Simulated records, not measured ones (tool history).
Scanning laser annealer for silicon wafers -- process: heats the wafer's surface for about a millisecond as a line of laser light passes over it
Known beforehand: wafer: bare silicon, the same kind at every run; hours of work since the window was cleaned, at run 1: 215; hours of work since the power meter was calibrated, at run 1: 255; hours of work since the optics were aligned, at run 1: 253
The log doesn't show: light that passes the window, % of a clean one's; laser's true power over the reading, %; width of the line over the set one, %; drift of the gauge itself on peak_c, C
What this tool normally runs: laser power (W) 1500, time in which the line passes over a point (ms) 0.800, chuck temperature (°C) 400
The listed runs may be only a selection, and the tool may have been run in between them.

run     day  laser power (W)  time in which the line passes over a point (ms)  chuck temperature (°C)  hours of work since the window was cleaned  hours of work since the power meter was calibrated  hours of work since the optics were aligned  highest temperature of the surface (°C)
  1   0.000             1500                                            0.800                     400                                         215                                                 255                                          253                                     1144
  2   0.258             1500                                            0.800                     400                                         219                                                 260                                          257                                     1142
  3   0.658             1500                                            0.800                     400                                         227                                                 267                                          265                                     1142
  4   1.079             1500                                            0.800                     400                                         234                                                 275                                          272                                     1144
  5   1.338             1500                                            0.800                     380                                         239                                                 279                                          277                                     1123
  6   1.750             1500                                            0.800                     400                                         247                                                 287                                          285                                     1140
  7   1.983             1500                                            0.800                     400                                         251                                                 291                                          289                                     1144
  8   2.371             1500                                            0.800                     400                                         258                                                 298                                          296                                     1141
  9   2.646             1500                                            0.800                     400                                         263                                                 303                                          301                                     1142
 10   3.112             1500                                            0.800                     400                                         272                                                 312                                          310                                     1141
 11   3.600             1500                                            0.800                     400                                         281                                                 321                                          319                                     1140
 12   3.854             1500                                            0.800                     400                                         285                                                 326                                          323                                     1142
 13   4.104             1500                                            0.800                     400                                         290                                                 330                                          328                                     1139
 14   4.538             1500                                            0.800                     400                                         298                                                 338                                          336                                     1137
 15   4.925             1500                                            0.800                     400                                         305                                                 345                                          343                                     1140
 16   5.158             1500                                            0.800                     400                                         309                                                 350                                          347                                     1139
      5.267  -- window over the wafer cleaned
 17   5.712             1500                                            0.800                     400                                           8                                                 358                                          356                                     1135
 18   5.992             1500                                            0.800                     400                                          13                                                 363                                          361                                     1134
 19   6.196             1500                                            0.800                     400                                          17                                                 367                                          365                                     1133
 20   6.629             1500                                            0.800                     400                                          25                                                 375                                          373                                     1136
 21   6.896             1500                                            0.800                     429                                          30                                                 380                                          378                                     1164
 22   7.171             1594                                            0.800                     438                                          35                                                 385                                          383                                     1220
 23   7.388             1626                                            0.859                     416                                          39                                                 389                                          387                                     1241
      7.871  -- window over the wafer cleaned, once more
 24   7.883             1626                                            0.859                     416                                           0                                                 397                                          395                                     1259
 25   8.121             1577                                            0.589                     416                                           5                                                 401                                          399                                     1097
 26   8.438             1500                                            0.800                     376                                          10                                                 407                                          405                                     1126
 27   8.850             1500                                            0.800                     372                                          18                                                 415                                          412                                     1119
 28   9.146             1500                                            0.950                     433                                          23                                                 420                                          418                                     1247
 29   9.592             1491                                            0.979                     421                                          32                                                 428                                          426                                     1240
 30   9.829             1500                                            0.897                     428                                          36                                                 433                                          430                                     1216
 31  10.092             1500                                            0.897                     428                                          41                                                 437                                          435                                     1217
 32  10.567             1500                                            0.897                     428                                          50                                                 446                                          444                                     1219
 33  10.783             1474                                            0.723                     380                                          54                                                 450                                          448                                     1078
 34  11.175             1350                                            0.723                     370                                          61                                                 457                                          455                                     1010
 35  11.458             1360                                            0.800                     363                                          66                                                 462                                          460                                     1039
 36  11.829             1455                                            0.800                     393                                          73                                                 469                                          467                                     1115
 37  12.029             1455                                            0.800                     393                                          76                                                 473                                          471                                     1116
 38  12.396             1297                                            0.900                     433                                          83                                                 480                                          477                                     1108
 39  12.800             1297                                            0.900                     433                                          91                                                 487                                          485                                     1112

For each run, the measured value with the value that run would have given without the tool's hidden condition subtracted. The run-to-run variation is shared by both, the gauge scatter possibly not:
run  highest temperature of the surface (°C)
  1                                      -10
  2                                       -9
  3                                      -10
  4                                      -11
  5                                      -11
  6                                      -11
  7                                      -12
  8                                      -11
  9                                      -12
 10                                      -12
 11                                      -13
 12                                      -13
 13                                      -14
 14                                      -14
 15                                      -14
 16                                      -14
 17                                      -18
 18                                      -19
 19                                      -19
 20                                      -19
 21                                      -20
 22                                      -21
 23                                      -23
 24                                       -3
 25                                       -3
 26                                       -4
 27                                       -4
 28                                       -5
 29                                       -5
 30                                       -5
 31                                       -5
 32                                       -6
 33                                       -5
 34                                       -5
 35                                       -6
 36                                       -6
 37                                       -6
 38                                       -7
 39                                       -6
